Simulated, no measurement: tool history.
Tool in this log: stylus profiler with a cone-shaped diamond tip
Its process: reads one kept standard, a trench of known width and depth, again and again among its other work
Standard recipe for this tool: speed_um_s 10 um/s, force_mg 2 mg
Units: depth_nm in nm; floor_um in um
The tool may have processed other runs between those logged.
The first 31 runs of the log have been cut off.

run 32 day=71.721 | speed_um_s=37 force_mg=3.63 | depth_nm=101.61 floor_um=18.3
run 33 day=73.938 | speed_um_s=24 force_mg=1.85 | depth_nm=100.94 floor_um=18.3
run 34 day=77.188 | speed_um_s=3 force_mg=5.36 | depth_nm=102.17 floor_um=18.44
run 35 day=78.671 | speed_um_s=3 force_mg=5.36 | depth_nm=102.1 floor_um=18.4
run 36 day=81.538 | speed_um_s=3 force_mg=5.36 | depth_nm=102.05 floor_um=18.52
run 37 day=82.879 | speed_um_s=3 force_mg=5.36 | depth_nm=102.07 floor_um=18.41
run 38 day=85.412 | speed_um_s=3 force_mg=5.36 | depth_nm=102.1 floor_um=18.41
run 39 day=87.246 | speed_um_s=9 force_mg=1.57 | depth_nm=100.83 floor_um=18.39

What will run 40 give?
run 40 day=89.492 | speed_um_s=12 force_mg=1.57 | depth_nm=? floor_um=?

{"run 40": {"depth_nm": 100.83, "floor_um": 18.28}}
Had the tool carried no hidden state, the very same run would have given depth_nm 100.97 nm, floor_um 18.59 um.
